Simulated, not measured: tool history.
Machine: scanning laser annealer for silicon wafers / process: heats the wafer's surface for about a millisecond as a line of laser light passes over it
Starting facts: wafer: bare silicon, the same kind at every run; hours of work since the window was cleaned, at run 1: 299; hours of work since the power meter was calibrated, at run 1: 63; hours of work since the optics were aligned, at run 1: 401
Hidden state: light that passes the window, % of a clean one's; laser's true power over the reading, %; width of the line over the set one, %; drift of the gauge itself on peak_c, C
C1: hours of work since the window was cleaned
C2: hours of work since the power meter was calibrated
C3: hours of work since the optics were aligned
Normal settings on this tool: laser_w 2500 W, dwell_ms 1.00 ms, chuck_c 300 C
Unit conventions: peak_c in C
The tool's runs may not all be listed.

{"run": 1, "hour": 0.0, "laser_w": 2500, "dwell_ms": 1.0, "chuck_c": 300, "C1": 299, "C2": 63, "C3": 401, "peak_c": 1002}
{"run": 2, "hour": 5.9, "laser_w": 2500, "dwell_ms": 1.0, "chuck_c": 300, "C1": 303, "C2": 67, "C3": 405, "peak_c": 1002}
{"run": 3, "hour": 11.0, "laser_w": 2500, "dwell_ms": 1.0, "chuck_c": 300, "C1": 307, "C2": 71, "C3": 408, "peak_c": 1005}
{"run": 4, "hour": 17.0, "laser_w": 2500, "dwell_ms": 1.0, "chuck_c": 300, "C1": 311, "C2": 75, "C3": 412, "peak_c": 1004}
{"run": 5, "hour": 26.1, "laser_w": 2500, "dwell_ms": 1.0, "chuck_c": 310, "C1": 317, "C2": 81, "C3": 418, "peak_c": 1013}
{"run": 6, "hour": 32.0, "laser_w": 2500, "dwell_ms": 1.0, "chuck_c": 310, "C1": 320, "C2": 85, "C3": 422, "peak_c": 1013}
{"run": 7, "hour": 40.1, "laser_w": 2500, "dwell_ms": 1.0, "chuck_c": 300, "C1": 326, "C2": 90, "C3": 427, "peak_c": 1001}
{"run": 8, "hour": 50.1, "laser_w": 2500, "dwell_ms": 1.0, "chuck_c": 276, "C1": 332, "C2": 96, "C3": 434, "peak_c": 977}
{"run": 9, "hour": 61.2, "laser_w": 2630, "dwell_ms": 0.88, "chuck_c": 315, "C1": 340, "C2": 104, "C3": 441, "peak_c": 999}
{"run": 10, "hour": 66.9, "laser_w": 2203, "dwell_ms": 0.8, "chuck_c": 338, "C1": 343, "C2": 107, "C3": 445, "peak_c": 884}
{"run": 11, "hour": 74.5, "laser_w": 2203, "dwell_ms": 1.0, "chuck_c": 277, "C1": 348, "C2": 113, "C3": 450, "peak_c": 896}
{"run": 12, "hour": 79.7, "laser_w": 2203, "dwell_ms": 1.0, "chuck_c": 277, "C1": 352, "C2": 116, "C3": 453, "peak_c": 903}
{"run": 13, "hour": 84.3, "laser_w": 2203, "dwell_ms": 0.94, "chuck_c": 277, "C1": 355, "C2": 119, "C3": 456, "peak_c": 881}
{"run": 14, "hour": 91.8, "laser_w": 2695, "dwell_ms": 0.94, "chuck_c": 297, "C1": 360, "C2": 124, "C3": 461, "peak_c": 1024}
{"run": 15, "hour": 97.9, "laser_w": 2223, "dwell_ms": 0.94, "chuck_c": 292, "C1": 364, "C2": 128, "C3": 465, "peak_c": 901}

Below are 4 alternative next runs, each starting from the tool's condition after run 15. Predict each:
{"run": "A", "hour": 109.0, "laser_w": 2343, "dwell_ms": 0.79, "chuck_c": 300, "C1": 371, "C2": 135, "C3": 472, "peak_c": "?"}
{"run": "B", "hour": 109.0, "laser_w": 2533, "dwell_ms": 0.72, "chuck_c": 292, "C1": 371, "C2": 135, "C3": 472, "peak_c": "?"}
{"run": "C", "hour": 109.0, "laser_w": 2500, "dwell_ms": 1.04, "chuck_c": 337, "C1": 371, "C2": 135, "C3": 472, "peak_c": "?"}
{"run": "D", "hour": 109.0, "laser_w": 2610, "dwell_ms": 0.8, "chuck_c": 300, "C1": 371, "C2": 135, "C3": 472, "peak_c": "?"}

run=A peak_c=876
run=B peak_c=881
run=C peak_c=1056
run=D peak_c=941
Take away the tool's hidden state, keep each run's random variation, and the runs would have read:
run=A peak_c=877
run=B peak_c=881
run=C peak_c=1056
run=D peak_c=941
